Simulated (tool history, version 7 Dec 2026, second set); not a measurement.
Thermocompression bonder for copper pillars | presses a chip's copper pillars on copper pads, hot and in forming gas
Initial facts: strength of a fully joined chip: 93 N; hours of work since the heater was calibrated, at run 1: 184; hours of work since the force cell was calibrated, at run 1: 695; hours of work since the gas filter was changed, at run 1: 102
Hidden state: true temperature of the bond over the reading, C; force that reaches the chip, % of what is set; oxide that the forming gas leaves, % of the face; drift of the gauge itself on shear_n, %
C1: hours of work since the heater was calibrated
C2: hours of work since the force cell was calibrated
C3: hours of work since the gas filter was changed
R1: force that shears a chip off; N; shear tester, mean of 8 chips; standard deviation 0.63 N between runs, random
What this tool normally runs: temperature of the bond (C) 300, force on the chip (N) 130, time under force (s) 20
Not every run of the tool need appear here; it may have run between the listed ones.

{"run": 1, "hour": 0.0, "temperature of the bond (C)": 300, "force on the chip (N)": 130, "time under force (s)": 20, "C1": 184, "C2": 695, "C3": 102, "R1": 53}
{"run": 2, "hour": 45.9, "temperature of the bond (C)": 300, "force on the chip (N)": 130, "time under force (s)": 20, "C1": 203, "C2": 714, "C3": 121, "R1": 53.1}
{"run": 3, "hour": 100.3, "temperature of the bond (C)": 300, "force on the chip (N)": 190, "time under force (s)": 20, "C1": 226, "C2": 736, "C3": 144, "R1": 63.5}
{"run": 4, "hour": 135.1, "temperature of the bond (C)": 300, "force on the chip (N)": 130, "time under force (s)": 20, "C1": 240, "C2": 751, "C3": 159, "R1": 53.7}
{"run": 5, "hour": 187.9, "temperature of the bond (C)": 300, "force on the chip (N)": 130, "time under force (s)": 20, "C1": 262, "C2": 773, "C3": 181, "R1": 54.4}
{"run": 6, "hour": 231.8, "temperature of the bond (C)": 300, "force on the chip (N)": 130, "time under force (s)": 20, "C1": 281, "C2": 791, "C3": 199, "R1": 53.5}
{"run": 7, "hour": 267.8, "temperature of the bond (C)": 300, "force on the chip (N)": 130, "time under force (s)": 20, "C1": 296, "C2": 806, "C3": 214, "R1": 54.1}
{"run": 8, "hour": 320.2, "temperature of the bond (C)": 300, "force on the chip (N)": 131, "time under force (s)": 20, "C1": 317, "C2": 828, "C3": 236, "R1": 54.5}
{"run": 9, "hour": 372.0, "temperature of the bond (C)": 300, "force on the chip (N)": 131, "time under force (s)": 20, "C1": 339, "C2": 850, "C3": 257, "R1": 54.4}
{"run": 10, "hour": 415.0, "temperature of the bond (C)": 300, "force on the chip (N)": 131, "time under force (s)": 20, "C1": 357, "C2": 868, "C3": 275, "R1": 54.9}
{"run": 11, "hour": 480.2, "temperature of the bond (C)": 300, "force on the chip (N)": 79, "time under force (s)": 20, "C1": 384, "C2": 895, "C3": 302, "R1": 43.3}
{"run": 12, "hour": 529.2, "temperature of the bond (C)": 300, "force on the chip (N)": 130, "time under force (s)": 20, "C1": 404, "C2": 915, "C3": 323, "R1": 55.1}
{"run": 13, "hour": 572.8, "temperature of the bond (C)": 300, "force on the chip (N)": 130, "time under force (s)": 20, "C1": 423, "C2": 933, "C3": 341, "R1": 54.4}
{"run": 14, "hour": 623.5, "temperature of the bond (C)": 271, "force on the chip (N)": 130, "time under force (s)": 20, "C1": 444, "C2": 954, "C3": 362, "R1": 39.9}
{"run": 15, "hour": 657.8, "temperature of the bond (C)": 271, "force on the chip (N)": 127, "time under force (s)": 20, "C1": 458, "C2": 969, "C3": 376, "R1": 38.9}
{"hour": 665.7, "done": "heater calibrated with a thermocouple chip"}
{"run": 16, "hour": 694.6, "temperature of the bond (C)": 300, "force on the chip (N)": 130, "time under force (s)": 20, "C1": 12, "C2": 983, "C3": 391, "R1": 55.1}
{"run": 17, "hour": 738.1, "temperature of the bond (C)": 300, "force on the chip (N)": 130, "time under force (s)": 20, "C1": 30, "C2": 1001, "C3": 409, "R1": 55.1}
{"run": 18, "hour": 792.8, "temperature of the bond (C)": 300, "force on the chip (N)": 130, "time under force (s)": 20, "C1": 53, "C2": 1024, "C3": 432, "R1": 55.7}
{"hour": 817.0, "done": "forming gas filter changed"}
{"hour": 821.9, "done": "heater calibrated with a thermocouple chip, once more"}
{"run": 19, "hour": 830.0, "temperature of the bond (C)": 300, "force on the chip (N)": 130, "time under force (s)": 20, "C1": 3, "C2": 1038, "C3": 5, "R1": 52.8}
{"run": 20, "hour": 871.7, "temperature of the bond (C)": 279, "force on the chip (N)": 125, "time under force (s)": 13, "C1": 21, "C2": 1056, "C3": 22, "R1": 34.9}
{"run": 21, "hour": 927.3, "temperature of the bond (C)": 276, "force on the chip (N)": 99, "time under force (s)": 10, "C1": 44, "C2": 1079, "C3": 45, "R1": 25.9}
{"run": 22, "hour": 991.2, "temperature of the bond (C)": 324, "force on the chip (N)": 130, "time under force (s)": 20, "C1": 70, "C2": 1106, "C3": 72, "R1": 64.5}
{"run": 23, "hour": 1034.6, "temperature of the bond (C)": 302, "force on the chip (N)": 100, "time under force (s)": 12, "C1": 89, "C2": 1124, "C3": 90, "R1": 39.8}
{"run": 24, "hour": 1069.4, "temperature of the bond (C)": 287, "force on the chip (N)": 187, "time under force (s)": 20, "C1": 103, "C2": 1138, "C3": 104, "R1": 54.7}
{"run": 25, "hour": 1113.6, "temperature of the bond (C)": 311, "force on the chip (N)": 111, "time under force (s)": 42, "C1": 121, "C2": 1157, "C3": 123, "R1": 67}
{"run": 26, "hour": 1166.2, "temperature of the bond (C)": 282, "force on the chip (N)": 187, "time under force (s)": 13, "C1": 143, "C2": 1178, "C3": 145, "R1": 44.3}
{"run": 27, "hour": 1208.6, "temperature of the bond (C)": 282, "force on the chip (N)": 187, "time under force (s)": 13, "C1": 161, "C2": 1196, "C3": 162, "R1": 44.8}
{"hour": 1251.1, "done": "force cell calibrated"}
{"run": 28, "hour": 1270.1, "temperature of the bond (C)": 328, "force on the chip (N)": 113, "time under force (s)": 33, "C1": 186, "C2": 8, "C3": 187, "R1": 72.9}
{"run": 29, "hour": 1297.4, "temperature of the bond (C)": 271, "force on the chip (N)": 80, "time under force (s)": 26, "C1": 197, "C2": 19, "C3": 199, "R1": 32}
{"run": 30, "hour": 1325.7, "temperature of the bond (C)": 271, "force on the chip (N)": 80, "time under force (s)": 26, "C1": 209, "C2": 31, "C3": 210, "R1": 33.9}
{"run": 31, "hour": 1354.8, "temperature of the bond (C)": 288, "force on the chip (N)": 139, "time under force (s)": 12, "C1": 221, "C2": 43, "C3": 223, "R1": 41.9}
{"run": 32, "hour": 1420.3, "temperature of the bond (C)": 278, "force on the chip (N)": 102, "time under force (s)": 15, "C1": 249, "C2": 70, "C3": 250, "R1": 34.6}
{"run": 33, "hour": 1476.8, "temperature of the bond (C)": 300, "force on the chip (N)": 141, "time under force (s)": 12, "C1": 272, "C2": 94, "C3": 273, "R1": 48.3}
{"run": 34, "hour": 1508.5, "temperature of the bond (C)": 300, "force on the chip (N)": 141, "time under force (s)": 12, "C1": 285, "C2": 107, "C3": 287, "R1": 48.1}
{"run": 35, "hour": 1540.9, "temperature of the bond (C)": 295, "force on the chip (N)": 80, "time under force (s)": 24, "C1": 299, "C2": 121, "C3": 300, "R1": 43.9}
{"run": 36, "hour": 1572.6, "temperature of the bond (C)": 300, "force on the chip (N)": 130, "time under force (s)": 20, "C1": 312, "C2": 134, "C3": 313, "R1": 55.6}
{"run": 37, "hour": 1624.8, "temperature of the bond (C)": 300, "force on the chip (N)": 174, "time under force (s)": 20, "C1": 334, "C2": 156, "C3": 335, "R1": 62.1}

For some of the steps in R1 from one run to the next: how much would appear even if the tool had no hidden state, given the settings, what came in and random variation, and how much remains for the hidden state plus any gauge scatter that the measured result and the result without hidden state don't share?
Run 18 -> 19: forming gas filter changed, heater calibrated with a thermocouple chip, once more. R1 -2.9 N: hidden state -2.9, all else +0.
Run 21 -> 22: temperature of the bond (C) 276 -> 324, force on the chip (N) 99 -> 130, time under force (s) 10 -> 20. R1 +38.6 N: hidden state -0.6, all else +39.2.
Run 27 -> 28: temperature of the bond (C) 282 -> 328, force on the chip (N) 187 -> 113, time under force (s) 13 -> 33, force cell calibrated. R1 +28.1 N: hidden state +1, all else +27.1.
Run 28 -> 29: temperature of the bond (C) 328 -> 271, force on the chip (N) 113 -> 80, time under force (s) 33 -> 26. R1 -40.9 N: hidden state +0.8, all else -41.7.
